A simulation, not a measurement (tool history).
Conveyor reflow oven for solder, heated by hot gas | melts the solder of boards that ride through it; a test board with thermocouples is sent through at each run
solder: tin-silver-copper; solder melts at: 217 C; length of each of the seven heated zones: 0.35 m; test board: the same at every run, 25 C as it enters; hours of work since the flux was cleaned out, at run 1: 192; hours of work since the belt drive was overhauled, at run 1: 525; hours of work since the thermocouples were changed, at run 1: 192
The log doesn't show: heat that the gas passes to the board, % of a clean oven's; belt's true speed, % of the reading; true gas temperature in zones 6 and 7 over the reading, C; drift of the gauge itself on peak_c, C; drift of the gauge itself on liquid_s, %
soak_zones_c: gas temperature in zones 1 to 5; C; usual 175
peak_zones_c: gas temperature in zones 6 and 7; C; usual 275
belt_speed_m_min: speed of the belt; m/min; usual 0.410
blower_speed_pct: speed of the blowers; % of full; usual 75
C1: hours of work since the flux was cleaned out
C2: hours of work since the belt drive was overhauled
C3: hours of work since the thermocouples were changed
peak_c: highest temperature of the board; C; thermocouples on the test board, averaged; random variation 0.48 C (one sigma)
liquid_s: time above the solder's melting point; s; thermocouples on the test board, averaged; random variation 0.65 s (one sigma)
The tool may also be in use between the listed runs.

Run 1, hour 0.0: usual settings; C1 192; C2 525; C3 192. Result: peak_c 260.8 C, liquid_s 85.8 s.
Run 2, hour 39.2: usual settings; C1 217; C2 550; C3 217. Result: peak_c 260.3 C, liquid_s 84.5 s.
Run 3, hour 115.1: usual settings; C1 265; C2 598; C3 265. Result: peak_c 259.9 C, liquid_s 84.7 s.
At hour 133.4: flux residue cleaned out of gas plates and filters.
Run 4, hour 166.6: usual settings; C1 21; C2 627; C3 294. Result: peak_c 261.4 C, liquid_s 88.0 s.
Run 5, hour 206.0: usual settings; C1 46; C2 652; C3 319. Result: peak_c 261.2 C, liquid_s 86.7 s.
Run 6, hour 258.7: usual settings; C1 79; C2 685; C3 352. Result: peak_c 260.4 C, liquid_s 87.5 s.
Run 7, hour 306.1: usual settings but peak_zones_c 269 C; C1 109; C2 715; C3 382. Result: peak_c 254.5 C, liquid_s 82.3 s.
Run 8, hour 346.7: usual settings but peak_zones_c 269 C; C1 134; C2 741; C3 408. Result: peak_c 255.7 C, liquid_s 82.3 s.
Run 9, hour 409.0: usual settings; C1 174; C2 780; C3 447. Result: peak_c 260.4 C, liquid_s 86.0 s.
Run 10, hour 453.2: usual settings; C1 202; C2 808; C3 475. Result: peak_c 259.3 C, liquid_s 85.5 s.
Run 11, hour 486.9: usual settings; C1 223; C2 829; C3 496. Result: peak_c 259.6 C, liquid_s 84.8 s.
At hour 567.9: flux residue cleaned out of gas plates and filters.
Run 12, hour 573.2: usual settings but peak_zones_c 277 C; C1 3; C2 881; C3 547. Result: peak_c 263.1 C, liquid_s 89.4 s.
Run 13, hour 634.0: usual settings but peak_zones_c 277 C; C1 42; C2 919; C3 586. Result: peak_c 261.9 C, liquid_s 88.7 s.
Run 14, hour 688.3: usual settings but peak_zones_c 277 C; C1 76; C2 953; C3 620. Result: peak_c 262.0 C, liquid_s 87.4 s.
At hour 718.4: thermocouples of zones 6 and 7 changed.
Run 15, hour 747.2: usual settings but peak_zones_c 277 C, blower_speed_pct 69 % of full; C1 112; C2 989; C3 18. Result: peak_c 263.2 C, liquid_s 87.6 s.
Run 16, hour 816.3: usual settings but soak_zones_c 162 C, peak_zones_c 282 C, belt_speed_m_min 0.433 m/min, blower_speed_pct 56 % of full; C1 155; C2 1033; C3 62. Result: peak_c 260.0 C, liquid_s 74.2 s.
Run 17, hour 882.4: usual settings but soak_zones_c 180 C, blower_speed_pct 79 % of full; C1 197; C2 1074; C3 103. Result: peak_c 261.8 C, liquid_s 90.1 s.
Run 18, hour 922.8: usual settings but soak_zones_c 180 C, blower_speed_pct 79 % of full; C1 223; C2 1100; C3 129. Result: peak_c 262.2 C, liquid_s 89.6 s.
Run 19, hour 986.3: usual settings but soak_zones_c 180 C, blower_speed_pct 79 % of full; C1 263; C2 1140; C3 169. Result: peak_c 261.7 C, liquid_s 90.4 s.
At hour 1003.5: flux residue cleaned out of gas plates and filters.
Run 20, hour 1038.7: usual settings but blower_speed_pct 70 % of full; C1 22; C2 1170; C3 199. Result: peak_c 261.1 C, liquid_s 87.3 s.
Run 21, hour 1075.0: usual settings but blower_speed_pct 70 % of full; C1 45; C2 1193; C3 222. Result: peak_c 260.5 C, liquid_s 86.2 s.
Run 22, hour 1119.9: usual settings but soak_zones_c 178 C, blower_speed_pct 87 % of full; C1 73; C2 1221; C3 250. Result: peak_c 262.6 C, liquid_s 90.6 s.
Run 23, hour 1162.0: usual settings but soak_zones_c 186 C, blower_speed_pct 57 % of full; C1 100; C2 1247; C3 277. Result: peak_c 259.3 C, liquid_s 91.0 s.
Run 24, hour 1222.9: usual settings but belt_speed_m_min 0.340 m/min, blower_speed_pct 55 % of full; C1 138; C2 1286; C3 315. Result: peak_c 262.8 C, liquid_s 107.3 s.
Run 25, hour 1270.5: usual settings but peak_zones_c 280 C, blower_speed_pct 64 % of full; C1 168; C2 1316; C3 345. Result: peak_c 263.9 C, liquid_s 90.0 s.
Run 26, hour 1323.1: usual settings but peak_zones_c 276 C, blower_speed_pct 77 % of full; C1 202; C2 1349; C3 378. Result: peak_c 260.9 C, liquid_s 89.2 s.
Run 27, hour 1357.4: usual settings but soak_zones_c 161 C, peak_zones_c 273 C, belt_speed_m_min 0.405 m/min, blower_speed_pct 76 % of full; C1 223; C2 1371; C3 400. Result: peak_c 256.6 C, liquid_s 79.7 s.
Run 28, hour 1422.2: usual settings but soak_zones_c 161 C, peak_zones_c 265 C, belt_speed_m_min 0.337 m/min, blower_speed_pct 76 % of full; C1 264; C2 1412; C3 441. Result: peak_c 253.8 C, liquid_s 94.5 s.
At hour 1437.2: flux residue cleaned out of gas plates and filters.
Run 29, hour 1499.1: usual settings but soak_zones_c 161 C, peak_zones_c 265 C, belt_speed_m_min 0.388 m/min, blower_speed_pct 76 % of full; C1 39; C2 1457; C3 486. Result: peak_c 251.9 C, liquid_s 79.5 s.
Run 30, hour 1536.1: usual settings but peak_zones_c 279 C, blower_speed_pct 55 % of full; C1 62; C2 1480; C3 509. Result: peak_c 261.6 C, liquid_s 86.5 s.

4 ways to go on from here, each from the tool as it stands after run 30. What would each give?
Run A, hour 1581.7: usual settings but soak_zones_c 177 C, peak_zones_c 279 C, blower_speed_pct 61 % of full; C1 91; C2 1509; C3 538. Result: peak_c ?, liquid_s ?.
Run B, hour 1581.7: usual settings but soak_zones_c 161 C, peak_zones_c 273 C, blower_speed_pct 55 % of full; C1 91; C2 1509; C3 538. Result: peak_c ?, liquid_s ?.
Run C, hour 1581.7: usual settings but soak_zones_c 169 C, peak_zones_c 279 C, blower_speed_pct 55 % of full; C1 91; C2 1509; C3 538. Result: peak_c ?, liquid_s ?.
Run D, hour 1581.7: usual settings but soak_zones_c 183 C, peak_zones_c 273 C, belt_speed_m_min 0.415 m/min, blower_speed_pct 55 % of full; C1 91; C2 1509; C3 538. Result: peak_c ?, liquid_s ?.

run  peak_c  liquid_s
  A   262.7      88.3
  B   252.6      72.8
  C   259.7      83.2
  D   256.7      85.5
Without the tool's hidden state the same runs would have given:
run  peak_c  liquid_s
  A   264.5      87.3
  B   254.3      72.6
  C   261.4      82.4
  D   258.4      84.6

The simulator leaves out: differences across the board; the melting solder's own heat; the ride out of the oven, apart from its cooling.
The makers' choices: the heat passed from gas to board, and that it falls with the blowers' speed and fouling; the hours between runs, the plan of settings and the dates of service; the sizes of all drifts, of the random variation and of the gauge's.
